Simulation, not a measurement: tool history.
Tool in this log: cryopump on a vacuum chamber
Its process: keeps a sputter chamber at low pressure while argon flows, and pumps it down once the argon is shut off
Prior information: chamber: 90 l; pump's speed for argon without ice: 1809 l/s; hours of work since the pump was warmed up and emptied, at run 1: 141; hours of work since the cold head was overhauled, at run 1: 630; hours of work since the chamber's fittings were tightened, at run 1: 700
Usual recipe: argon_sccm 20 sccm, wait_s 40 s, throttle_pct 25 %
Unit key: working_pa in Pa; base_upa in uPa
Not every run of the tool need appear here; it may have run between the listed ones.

| run | day | argon_sccm | wait_s | throttle_pct | hours of work since the pump was warmed up and emptied | hours of work since the cold head was overhauled | hours of work since the chamber's fittings were tightened | working_pa | base_upa |
|---|---|---|---|---|---|---|---|---|---|
| 1 | 0.000 | 20 | 40 | 25 | 141 | 630 | 700 | 0.0750 | 2.52 |
| 2 | 0.842 | 20 | 43 | 25 | 155 | 644 | 714 | 0.0759 | 2.46 |
| 3 | 1.467 | 20 | 20 | 25 | 165 | 654 | 724 | 0.0764 | 4.46 |
| 4 | 1.992 | 23 | 40 | 25 | 174 | 663 | 732 | 0.0876 | 2.55 |
| 5 | 2.425 | 23 | 40 | 25 | 181 | 670 | 740 | 0.0875 | 2.54 |
| 6 | 3.283 | 20 | 60 | 25 | 195 | 684 | 754 | 0.0763 | 1.88 |
| 7 | 3.900 | 20 | 60 | 25 | 205 | 694 | 764 | 0.0763 | 1.96 |
| 8 | 4.717 | 20 | 51 | 25 | 219 | 708 | 777 | 0.0772 | 2.13 |
| 9 | 5.746 | 20 | 51 | 25 | 236 | 725 | 794 | 0.0769 | 2.16 |
| 10 | 6.254 | 16 | 51 | 25 | 244 | 733 | 803 | 0.0616 | 2.17 |
| 11 | 6.967 | 16 | 51 | 25 | 256 | 745 | 814 | 0.0611 | 2.22 |
| 12 | 7.825 | 16 | 51 | 25 | 270 | 759 | 828 | 0.0622 | 2.25 |
| 13 | 8.462 | 14 | 55 | 34 | 280 | 769 | 839 | 0.0389 | 2.08 |
| 14 | 8.912 | 9 | 39 | 34 | 288 | 777 | 846 | 0.0253 | 2.68 |

Hidden state or all else? Some run-to-run changes of working_pa, split into what the settings, what came in and random variation would give without the hidden state, and what is left for the hidden state (with any gauge scatter that isn't in both results):
The hidden state here: pump's speed, % of a pump's without ice; cold plate's temperature, K; leak into the chamber, uPa l/s; drift of the gauge itself on working_pa, %; drift of the gauge itself on base_upa, %.
Run 12 -> 13: argon_sccm 16 -> 14, wait_s 51 -> 55, throttle_pct 25 -> 34. working_pa -0.0233 Pa: hidden state -0.0002, all else -0.0231.
Run 13 -> 14: argon_sccm 14 -> 9, wait_s 55 -> 39. working_pa -0.0136 Pa: hidden state -0.0006, all else -0.0130.

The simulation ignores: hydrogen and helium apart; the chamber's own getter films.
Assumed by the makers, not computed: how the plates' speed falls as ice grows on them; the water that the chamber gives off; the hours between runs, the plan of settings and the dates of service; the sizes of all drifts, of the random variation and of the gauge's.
